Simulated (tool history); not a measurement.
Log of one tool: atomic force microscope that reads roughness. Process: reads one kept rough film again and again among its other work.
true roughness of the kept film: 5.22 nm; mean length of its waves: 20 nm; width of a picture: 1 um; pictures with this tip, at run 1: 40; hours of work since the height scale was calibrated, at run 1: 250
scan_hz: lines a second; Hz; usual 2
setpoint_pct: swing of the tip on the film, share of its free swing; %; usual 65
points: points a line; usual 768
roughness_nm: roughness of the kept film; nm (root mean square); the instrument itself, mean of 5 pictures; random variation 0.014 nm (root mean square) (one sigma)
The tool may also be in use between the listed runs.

run   hour  scan_hz  setpoint_pct  points  pictures with this tip  hours of work since the height scale was calibrated  roughness_nm
  1      0        2            65     768                      40                                                  250         2.993
  2   26.8        2            65     310                      85                                                  266         2.722
  3     50        2            65     310                     124                                                  280         2.524
  4   72.7        2            59     768                     162                                                  293         2.441
  5   91.7        2            59     768                     194                                                  304         2.346
  6  110.3        2            65     768                     225                                                  315         2.217
  7  126.3        2            65     768                     252                                                  325         2.123
     136.8  -- new tip fitted
  8  142.7        2            65     768                      10                                                  334         3.149
  9  156.3        2            65     768                      33                                                  342         3.048
 10  173.8        2            65     768                      62                                                  352         2.881
 11  193.3        2            65     768                      95                                                  364         2.741
 12  208.7        2            65     768                     121                                                  373         2.591
 13  228.2        2            65     768                     153                                                  384         2.457
 14  251.6        2            65     768                     192                                                  398         2.345
 15  277.9        2            65     768                     236                                                  414         2.202
 16  292.4        2            65     768                     261                                                  422         2.109
     298.3  -- new tip fitted
 17    322     1.25            65     768                      39                                                  439         3.004
 18  341.3     1.25            65     768                      72                                                  451         2.824
 19  360.4        2            65     928                     104                                                  462         2.662
 20  381.9        2            58     928                     139                                                  474         2.537
 21  411.1        2            58     928                     188                                                  492         2.346
 22  428.1        2            65     768                     217                                                  502         2.239
 23  451.3        2            56     447                     256                                                  515         2.144
     460.2  -- new tip fitted
 24  473.7     1.29            59     966                      22                                                  528         3.196
 25  492.7     1.29            59     265                      54                                                  539         2.921
 26  515.5     1.86            65     768                      92                                                  553         2.757
 27  545.5     3.15            60     768                     142                                                  570         2.491
 28  563.8     2.63            84     318                     173                                                  581         2.102
 29  591.7     2.63            84     318                     220                                                  598         1.934
 30  615.7     0.55            65     393                     260                                                  612         2.148
     620.5  -- new tip fitted
 31  636.1     1.11            65     661                      26                                                  624         3.149
     639.2  -- height scale calibrated on a step standard
 32  663.9     2.09            75     661                      71                                                   15         2.733
 33  693.9     2.09            75     661                     121                                                   32         2.502
 34  706.9     1.41            65     768                     143                                                   40         2.548
 35  725.6     2.29            83     692                     174                                                   51         2.183
     731.4  -- height scale calibrated on a step standard, once more
 36  751.7     2.29            83     692                     216                                                   12          2.06
 37  773.7     2.29            83     692                     253                                                   25         1.929
     783.4  -- new tip fitted
 38  801.1     1.43            65     354                      30                                                   41         2.996
 39    822     1.43            65     354                      65                                                   53          2.81
 40  844.4     0.76            74     718                     102                                                   66          2.68
 41  872.8     1.91            65     768                     150                                                   83         2.461
 42    902     0.59            58     746                     199                                                  100         2.357
 43  917.7     0.59            58     746                     225                                                  109         2.301
 44  935.9     1.07            63    1018                     256                                                  120         2.173

The same runs without the tool's hidden state, with the same run-to-run variation:
The hidden state here: radius of the tip, nm; height scale over the true one, %; drift of the gauge itself on roughness_nm, %.
run  roughness_nm
  1         3.258
  2         3.216
  3         3.201
  4         3.322
  5          3.34
  6         3.284
  7         3.262
  8         3.249
  9         3.282
 10         3.266
 11         3.296
 12          3.25
 13         3.253
 14         3.274
 15         3.288
 16         3.255
 17         3.314
 18          3.31
 19          3.29
 20         3.325
 21         3.302
 22         3.289
 23         3.324
 24         3.368
 25         3.262
 26         3.281
 27         3.255
 28         2.877
 29         2.844
 30         3.341
 31         3.329
 32         3.133
 33         3.139
 34         3.318
 35         2.986
 36         3.017
 37         2.986
 38         3.251
 39         3.261
 40         3.318
 41         3.273
 42         3.384
 43         3.436
 44         3.382
